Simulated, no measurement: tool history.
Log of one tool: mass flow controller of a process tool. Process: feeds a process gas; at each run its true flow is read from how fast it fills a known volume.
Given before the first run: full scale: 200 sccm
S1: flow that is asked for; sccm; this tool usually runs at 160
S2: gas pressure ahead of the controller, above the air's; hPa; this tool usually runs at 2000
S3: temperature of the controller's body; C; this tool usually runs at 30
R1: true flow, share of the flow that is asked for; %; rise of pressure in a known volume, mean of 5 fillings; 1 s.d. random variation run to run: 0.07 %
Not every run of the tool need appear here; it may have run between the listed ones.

run 1 hour=0 | S1=160 S2=2000 S3=30 | R1=98.88
run 2 hour=204.6 | S1=160 S2=2020 S3=30 | R1=98.73
run 3 hour=428.9 | S1=160 S2=2020 S3=39 | R1=98.48
run 4 hour=669.8 | S1=160 S2=2020 S3=39 | R1=98.53
run 5 hour=934 | S1=151 S2=2000 S3=30 | R1=98.75
run 6 hour=1124.2 | S1=151 S2=2000 S3=30 | R1=98.53
run 7 hour=1245.7 | S1=151 S2=2000 S3=30 | R1=98.68
run 8 hour=1402.5 | S1=151 S2=2000 S3=30 | R1=98.63
run 9 hour=1580.1 | S1=151 S2=2000 S3=30 | R1=98.64
run 10 hour=1734.4 | S1=160 S2=2000 S3=30 | R1=98.65
run 11 hour=2005.6 | S1=160 S2=2000 S3=30 | R1=98.62
run 12 hour=2251.8 | S1=160 S2=2000 S3=33 | R1=98.52
run 13 hour=2525.4 | S1=171 S2=2000 S3=33 | R1=98.5

Expected results for the next run?
run 14 hour=2662 | S1=171 S2=2000 S3=33 | R1=?

Run 14 measured R1 98.62 %.
Take away the tool's hidden state, keep the run-to-run variation as it was, and the same run would have given R1 99.34 %.

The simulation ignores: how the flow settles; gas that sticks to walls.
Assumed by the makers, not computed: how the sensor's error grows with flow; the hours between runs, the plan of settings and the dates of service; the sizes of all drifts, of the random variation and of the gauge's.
